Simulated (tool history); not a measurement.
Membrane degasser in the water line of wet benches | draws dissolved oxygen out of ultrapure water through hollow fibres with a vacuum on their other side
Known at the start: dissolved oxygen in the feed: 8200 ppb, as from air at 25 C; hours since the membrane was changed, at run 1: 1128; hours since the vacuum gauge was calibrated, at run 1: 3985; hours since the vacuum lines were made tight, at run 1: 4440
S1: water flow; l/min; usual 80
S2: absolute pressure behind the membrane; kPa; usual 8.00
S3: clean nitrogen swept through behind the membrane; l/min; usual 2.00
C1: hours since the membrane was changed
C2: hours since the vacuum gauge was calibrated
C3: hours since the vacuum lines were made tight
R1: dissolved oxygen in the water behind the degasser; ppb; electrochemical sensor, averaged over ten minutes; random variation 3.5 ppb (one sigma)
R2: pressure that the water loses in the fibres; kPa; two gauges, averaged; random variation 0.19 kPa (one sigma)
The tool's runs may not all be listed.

| run | day | S1 | S2 | S3 | C1 | C2 | C3 | R1 | R2 |
|---|---|---|---|---|---|---|---|---|---|
| 1 | 0.000 | 80 | 8.00 | 2.00 | 1128 | 3985 | 4440 | 431.2 | 39.22 |
| 2 | 1.179 | 80 | 8.00 | 2.00 | 1156 | 4014 | 4469 | 428.1 | 39.65 |
| 3 | 2.558 | 80 | 8.00 | 2.00 | 1189 | 4047 | 4502 | 434.2 | 39.46 |
| 4 | 4.629 | 80 | 8.00 | 4.73 | 1239 | 4096 | 4551 | 222.6 | 39.49 |
| 5 | 5.642 | 80 | 8.00 | 4.73 | 1263 | 4121 | 4576 | 226.8 | 39.53 |
| 6 | 6.804 | 80 | 8.00 | 4.73 | 1291 | 4149 | 4604 | 221.7 | 39.51 |
| 7 | 8.350 | 80 | 8.00 | 4.73 | 1328 | 4186 | 4641 | 225.0 | 39.34 |
| 8 | 10.142 | 106 | 8.00 | 2.00 | 1371 | 4229 | 4684 | 541.9 | 52.46 |
| 9 | 12.058 | 80 | 8.00 | 2.00 | 1417 | 4275 | 4730 | 434.1 | 39.35 |
| 10 | 13.950 | 80 | 8.00 | 2.00 | 1462 | 4320 | 4775 | 433.7 | 39.58 |
| 11 | 14.954 | 80 | 8.00 | 1.72 | 1487 | 4344 | 4799 | 481.4 | 39.49 |
| 12 | 16.646 | 80 | 8.00 | 1.72 | 1527 | 4385 | 4840 | 489.8 | 39.76 |
| 13 | 17.804 | 54 | 15.74 | 2.67 | 1555 | 4413 | 4868 | 554.8 | 26.67 |
| 14 | 19.404 | 118 | 12.57 | 2.00 | 1593 | 4451 | 4906 | 1028.4 | 58.58 |
| 15 | 21.521 | 70 | 12.57 | 1.03 | 1644 | 4502 | 4957 | 1086.9 | 34.89 |
| 16 | 23.483 | 69 | 14.19 | 2.31 | 1691 | 4549 | 5004 | 705.0 | 34.36 |
| 17 | 25.338 | 69 | 8.55 | 2.31 | 1736 | 4593 | 5048 | 380.2 | 34.13 |
| 18 | 27.104 | 105 | 5.35 | 2.00 | 1778 | 4636 | 5091 | 304.1 | 52.25 |
| 19 | 28.754 | 105 | 5.35 | 2.00 | 1818 | 4675 | 5130 | 301.1 | 52.26 |
| 20 | 30.375 | 105 | 8.28 | 2.00 | 1857 | 4714 | 5169 | 569.5 | 52.11 |
| 21 | 31.750 | 105 | 8.28 | 2.00 | 1890 | 4747 | 5202 | 559.7 | 52.21 |
| 22 | 33.058 | 109 | 11.95 | 1.89 | 1921 | 4779 | 5234 | 943.7 | 54.68 |
| 23 | 34.458 | 112 | 8.82 | 2.29 | 1955 | 4812 | 5267 | 595.8 | 56.28 |
| 24 | 35.617 | 54 | 7.66 | 0.88 | 1982 | 4840 | 5295 | 537.0 | 26.86 |

Hidden state or all else? Some run-to-run changes of R1, split into what the settings, what came in and random variation would give without the hidden state, and what is left for the hidden state (with any gauge scatter that isn't in both results):
The hidden state here: membrane still open, %; true pressure behind the membrane over the reading, kPa; air that leaks in behind the membrane, l/min; drift of the gauge itself on oxygen_ppb, %; drift of the gauge itself on loss_of_pressure_kpa, %.
Run 7 -> 8: S1 80 -> 106, S3 4.73 -> 2.00. R1 +316.9 ppb: hidden state +27.3, all else +289.6.
Run 13 -> 14: S1 54 -> 118, S2 15.74 -> 12.57, S3 2.67 -> 2.00. R1 +473.6 ppb: hidden state +28.2, all else +445.4.
Run 21 -> 22: S1 105 -> 109, S2 8.28 -> 11.95, S3 2.00 -> 1.89. R1 +384.0 ppb: hidden state +0.7, all else +383.3.

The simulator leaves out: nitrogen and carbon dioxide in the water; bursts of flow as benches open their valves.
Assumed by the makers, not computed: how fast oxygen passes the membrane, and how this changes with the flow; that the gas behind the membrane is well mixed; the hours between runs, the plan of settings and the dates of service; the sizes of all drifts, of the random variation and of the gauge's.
